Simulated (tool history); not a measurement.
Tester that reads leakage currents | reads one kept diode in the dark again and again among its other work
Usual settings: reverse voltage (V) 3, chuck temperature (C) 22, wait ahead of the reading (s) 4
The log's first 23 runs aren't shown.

run    hour  reverse voltage (V)  chuck temperature (C)  wait ahead of the reading (s)  hours of work since the probe card was cleaned  hours of work since the tester was calibrated  hours of work since the chuck was calibrated  current that the tester gives (pA)
 24  1288.9                 3.29                     36                              4                                             400                                           1349                                           942                              269.24
 25  1335.5                 3.29                     36                              4                                             423                                           1372                                           965                              270.37
 26  1368.9                 3.29                     36                           1.96                                             440                                           1389                                           981                              270.78
 27  1448.9                 3.49                     27                            0.5                                             479                                           1428                                          1021                              149.44
 28    1513                13.58                     22                              4                                             511                                           1460                                          1052                              165.58
 29  1590.8                19.36                     24                              4                                             549                                           1498                                          1091                              218.48
 30    1645                19.36                     24                              4                                             576                                           1525                                          1117                              218.37
 31  1681.9                19.36                     24                              4                                             594                                           1543                                          1136                              218.73
 32  1732.8                 1.23                     22                              4                                             619                                           1568                                          1161                               75.17
 33  1777.5                 6.63                     34                           3.37                                             641                                           1590                                          1183                              303.47

Forecast run 34:
 34  1835.3                 6.63                     34                           1.97                                             670                                           1619                                          1211                                   ?

current that the tester gives (pA): 303.44
Without the tool's hidden state the same run would have given current that the tester gives (pA) 275.48.
